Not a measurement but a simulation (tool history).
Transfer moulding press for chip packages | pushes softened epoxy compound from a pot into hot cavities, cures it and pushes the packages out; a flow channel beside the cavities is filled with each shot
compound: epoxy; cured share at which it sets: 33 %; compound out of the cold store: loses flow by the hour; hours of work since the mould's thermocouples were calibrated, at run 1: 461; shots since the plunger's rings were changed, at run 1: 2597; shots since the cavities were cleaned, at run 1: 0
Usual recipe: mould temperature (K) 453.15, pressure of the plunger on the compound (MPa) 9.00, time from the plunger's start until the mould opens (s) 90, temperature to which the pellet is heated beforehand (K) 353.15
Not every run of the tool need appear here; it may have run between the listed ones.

| run | hour | mould temperature (K) | pressure of the plunger on the compound (MPa) | time from the plunger's start until the mould opens (s) | temperature to which the pellet is heated beforehand (K) | hours of work since the mould's thermocouples were calibrated | shots since the plunger's rings were changed | shots since the cavities were cleaned | incoming compound's hours out of the cold store | length that the compound runs in the flow channel (mm) | greatest force on the pins that push the packages out (N) |
|---|---|---|---|---|---|---|---|---|---|---|---|
| 1 | 0.0 | 453.15 | 9.00 | 90 | 353.15 | 461 | 2597 | 0 | 14.7 | 745 | 271 |
| 2 | 15.8 | 453.15 | 9.00 | 90 | 353.15 | 473 | 2832 | 235 | 37.4 | 701 | 372 |
| 3 | 40.0 | 453.15 | 9.00 | 90 | 353.15 | 491 | 3190 | 593 | 19.9 | 728 | 460 |
| 4 | 63.1 | 453.15 | 9.00 | 90 | 353.15 | 508 | 3533 | 936 | 15.5 | 731 | 502 |
|  | 70.8 | cavities cleaned with cleaning compound and waxed |
| 5 | 82.9 | 453.15 | 9.00 | 90 | 353.15 | 522 | 3805 | 180 | 30.4 | 698 | 596 |
| 6 | 96.3 | 453.15 | 9.00 | 90 | 353.15 | 532 | 4003 | 378 | 41.6 | 682 | 562 |
|  | 106.9 | plunger's sealing rings changed |
|  | 111.3 | cavities cleaned with cleaning compound and waxed, once more |
| 7 | 119.0 | 453.15 | 9.00 | 90 | 353.15 | 546 | 157 | 114 | 12.2 | 787 | 330 |
| 8 | 146.1 | 453.15 | 9.00 | 90 | 360.15 | 566 | 558 | 515 | 9.1 | 790 | 428 |
| 9 | 159.0 | 453.15 | 9.00 | 90 | 360.15 | 576 | 751 | 708 | 29.2 | 743 | 481 |
| 10 | 173.8 | 453.15 | 9.00 | 90 | 352.15 | 587 | 969 | 926 | 36.3 | 728 | 517 |
|  | 182.6 | cavities cleaned with cleaning compound and waxed |
| 11 | 203.5 | 453.15 | 9.00 | 90 | 353.15 | 608 | 1388 | 310 | 37.0 | 724 | 385 |
| 12 | 227.4 | 453.15 | 9.00 | 106 | 353.15 | 626 | 1742 | 664 | 45.1 | 705 | 423 |
| 13 | 240.6 | 453.15 | 9.00 | 106 | 353.15 | 635 | 1937 | 859 | 34.6 | 726 | 447 |
|  | 252.1 | cavities cleaned with cleaning compound and waxed |
| 14 | 259.1 | 453.15 | 9.00 | 106 | 353.15 | 648 | 2190 | 105 | 13.8 | 761 | 280 |
| 15 | 270.5 | 448.15 | 8.17 | 90 | 353.15 | 657 | 2359 | 274 | 41.0 | 677 | 465 |
| 16 | 297.9 | 445.15 | 9.00 | 90 | 356.15 | 677 | 2766 | 681 | 43.1 | 718 | 698 |
|  | 321.7 | cavities cleaned with cleaning compound and waxed |
| 17 | 324.8 | 445.15 | 9.00 | 90 | 356.15 | 696 | 3142 | 46 | 27.0 | 739 | 469 |
| 18 | 351.1 | 445.15 | 9.00 | 90 | 352.15 | 716 | 3532 | 436 | 8.6 | 769 | 708 |
|  | 369.0 | mould's thermocouples calibrated |
| 19 | 378.5 | 448.15 | 9.21 | 90 | 353.15 | 7 | 3908 | 812 | 9.6 | 763 | 671 |
|  | 393.7 | plunger's sealing rings changed |
|  | 397.4 | cavities cleaned with cleaning compound and waxed |
| 20 | 402.4 | 452.15 | 8.20 | 85 | 353.15 | 22 | 108 | 74 | 8.0 | 767 | 371 |
| 21 | 427.3 | 458.15 | 9.00 | 90 | 351.15 | 41 | 476 | 442 | 46.4 | 709 | 365 |
| 22 | 439.1 | 458.15 | 9.00 | 74 | 358.15 | 49 | 651 | 617 | 37.3 | 720 | 468 |
| 23 | 451.0 | 458.15 | 9.00 | 74 | 358.15 | 58 | 828 | 794 | 39.6 | 712 | 493 |
|  | 466.5 | cavities cleaned with cleaning compound and waxed |
| 24 | 477.9 | 458.15 | 9.00 | 74 | 358.15 | 77 | 1204 | 168 | 13.2 | 757 | 362 |
| 25 | 503.6 | 458.15 | 6.99 | 74 | 345.15 | 96 | 1586 | 550 | 23.2 | 646 | 459 |
| 26 | 519.8 | 460.15 | 9.00 | 90 | 346.15 | 108 | 1825 | 789 | 35.6 | 706 | 421 |
|  | 538.2 | cavities cleaned with cleaning compound and waxed |
| 27 | 545.9 | 453.15 | 7.21 | 90 | 353.15 | 127 | 2190 | 114 | 46.3 | 616 | 328 |
| 28 | 569.1 | 456.15 | 7.21 | 90 | 361.15 | 144 | 2535 | 459 | 19.6 | 649 | 415 |

Below are 3 alternative next runs, each starting from the tool's condition after run 28. Predict each:
| A | 596.7 | 447.15 | 7.38 | 90 | 353.15 | 165 | 2944 | 868 | 38.8 | ? | ? |
| B | 596.7 | 453.15 | 9.58 | 73 | 353.15 | 165 | 2944 | 868 | 44.3 | ? | ? |
| C | 596.7 | 453.15 | 9.81 | 90 | 361.15 | 165 | 2944 | 868 | 37.2 | ? | ? |

| run | length that the compound runs in the flow channel (mm) | greatest force on the pins that push the packages out (N) |
|---|---|---|
| A | 649 | 672 |
| B | 708 | 679 |
| C | 734 | 495 |
Without the tool's unlogged condition, the same runs would have read:
| run | length that the compound runs in the flow channel (mm) | greatest force on the pins that push the packages out (N) |
|---|---|---|
| A | 686 | 393 |
| B | 749 | 393 |
| C | 776 | 285 |
